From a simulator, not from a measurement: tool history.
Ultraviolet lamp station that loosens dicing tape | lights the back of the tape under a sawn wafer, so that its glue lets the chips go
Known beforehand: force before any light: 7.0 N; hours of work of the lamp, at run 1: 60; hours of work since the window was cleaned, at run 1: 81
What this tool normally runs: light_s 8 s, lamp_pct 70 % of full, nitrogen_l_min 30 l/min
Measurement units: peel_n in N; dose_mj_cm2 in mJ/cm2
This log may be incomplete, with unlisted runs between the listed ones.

| run | day | light_s | lamp_pct | nitrogen_l_min | hours of work of the lamp | hours of work since the window was cleaned | peel_n | dose_mj_cm2 |
|---|---|---|---|---|---|---|---|---|
| 1 | 0 | 8 | 70 | 30 | 60 | 81 | 1.001 | 382 |
| 2 | 0.621 | 8 | 83 | 30 | 70 | 91 | 0.748 | 461 |
| 3 | 1.229 | 8 | 70 | 30 | 80 | 101 | 1.061 | 385 |
| 4 | 2.212 | 8 | 70 | 30 | 95 | 116 | 1.006 | 386 |
| 5 | 3.112 | 8 | 70 | 30 | 109 | 131 | 1.028 | 387 |
| 6 | 3.671 | 8 | 70 | 30 | 118 | 140 | 0.995 | 388 |
| 7 | 4.404 | 8 | 70 | 30 | 130 | 151 | 1.002 | 389 |
| 8 | 5.462 | 7 | 70 | 30 | 147 | 168 | 1.25 | 341 |
| 9 | 6.342 | 8 | 70 | 30 | 161 | 182 | 1.03 | 385 |
| 10 | 7.192 | 8 | 70 | 30 | 174 | 195 | 0.997 | 388 |
| 11 | 8.154 | 8 | 70 | 30 | 190 | 211 | 1.017 | 388 |
| 12 | 8.842 | 8 | 70 | 30 | 200 | 222 | 1.017 | 386 |
| 13 | 9.862 | 8 | 70 | 30 | 217 | 238 | 1.052 | 384 |
| 14 | 10.646 | 12 | 69 | 10 | 229 | 250 | 0.867 | 571 |
| 15 | 11.254 | 9 | 62 | 41 | 239 | 260 | 0.894 | 384 |
| 16 | 11.812 | 10 | 94 | 9 | 248 | 269 | 0.699 | 650 |
|  | 12.254 | window cleaned of glue's vapour |
| 17 | 12.958 | 14 | 87 | 28 | 265 | 11 | 0.221 | 848 |
| 18 | 13.792 | 8 | 72 | 53 | 279 | 24 | 0.782 | 398 |
| 19 | 14.867 | 8 | 94 | 30 | 296 | 41 | 0.577 | 519 |
| 20 | 15.775 | 10 | 76 | 53 | 310 | 56 | 0.444 | 524 |
| 21 | 16.438 | 10 | 76 | 45 | 321 | 66 | 0.476 | 523 |
| 22 | 17.129 | 6 | 70 | 30 | 332 | 77 | 1.587 | 289 |
| 23 | 17.854 | 5 | 70 | 39 | 343 | 89 | 1.861 | 241 |
| 24 | 18.992 | 5 | 70 | 39 | 361 | 107 | 1.951 | 240 |

Consider 3 possible next runs. They are alternatives, not a sequence: every one starts from the tool as it was left by run 24. What does each give?
| A | 19.967 | 5 | 70 | 30 | 377 | 122 | ? | ? |
| B | 19.967 | 10 | 86 | 39 | 377 | 122 | ? | ? |
| C | 19.967 | 5 | 76 | 39 | 377 | 122 | ? | ? |

| run | peel_n | dose_mj_cm2 |
|---|---|---|
| A | 2.062 | 244 |
| B | 0.39 | 596 |
| C | 1.674 | 260 |
With the hidden condition removed and each run's random variation left untouched, the same runs would have given:
| run | peel_n | dose_mj_cm2 |
|---|---|---|
| A | 2.059 | 244 |
| B | 0.389 | 596 |
| C | 1.672 | 261 |
